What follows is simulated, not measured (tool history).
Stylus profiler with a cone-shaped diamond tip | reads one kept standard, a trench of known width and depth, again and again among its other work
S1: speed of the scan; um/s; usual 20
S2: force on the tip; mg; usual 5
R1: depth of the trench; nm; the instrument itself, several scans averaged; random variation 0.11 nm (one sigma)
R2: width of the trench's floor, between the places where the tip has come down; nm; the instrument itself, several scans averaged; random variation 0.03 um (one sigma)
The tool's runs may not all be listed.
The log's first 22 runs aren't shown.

run 23 day=45.375 | S1=18 S2=3.72 | R1=1014.48 R2=15960
run 24 day=46.567 | S1=47 S2=3.72 | R1=1014.23 R2=15950
run 25 day=48.1 | S1=8 S2=7.95 | R1=1023.96 R2=16010
run 26 day=50.233 | S1=8 S2=7.95 | R1=1024.09 R2=16020
run 27 day=51.783 | S1=8 S2=5.85 | R1=1019.63 R2=15960
run 28 day=53.796 | S1=8 S2=5.85 | R1=1019.53 R2=15930
run 29 day=55.854 | S1=10 S2=5 | R1=1017.62 R2=15970
-- day=57.65 height scale calibrated on a step standard
run 30 day=58.2 | S1=20 S2=2.56 | R1=1011.21 R2=15980
run 31 day=60.779 | S1=20 S2=2.56 | R1=1011.25 R2=15920
run 32 day=63.417 | S1=20 S2=2.56 | R1=1011.1 R2=15930
run 33 day=65.533 | S1=10 S2=10.85 | R1=1029.51 R2=15980
run 34 day=68.067 | S1=10 S2=10.85 | R1=1029.5 R2=15960
run 35 day=70.704 | S1=10 S2=2.82 | R1=1011.83 R2=15960
run 36 day=71.958 | S1=10 S2=2.82 | R1=1012.03 R2=15970
run 37 day=74.392 | S1=6 S2=7.96 | R1=1023.97 R2=16010

Forecast each of these 3 alternatives for the next run:
run A day=75.583 | S1=8 S2=10.05 | R1=? R2=?
run B day=75.583 | S1=12 S2=5 | R1=? R2=?
run C day=75.583 | S1=18 S2=5 | R1=? R2=?

run=A R1=1028.11 R2=15980
run=B R1=1017.6 R2=15960
run=C R1=1017.45 R2=15980
Without the tool's hidden state the same runs would have given:
run=A R1=1028.12 R2=16010
run=B R1=1017.61 R2=16000
run=C R1=1017.46 R2=16010

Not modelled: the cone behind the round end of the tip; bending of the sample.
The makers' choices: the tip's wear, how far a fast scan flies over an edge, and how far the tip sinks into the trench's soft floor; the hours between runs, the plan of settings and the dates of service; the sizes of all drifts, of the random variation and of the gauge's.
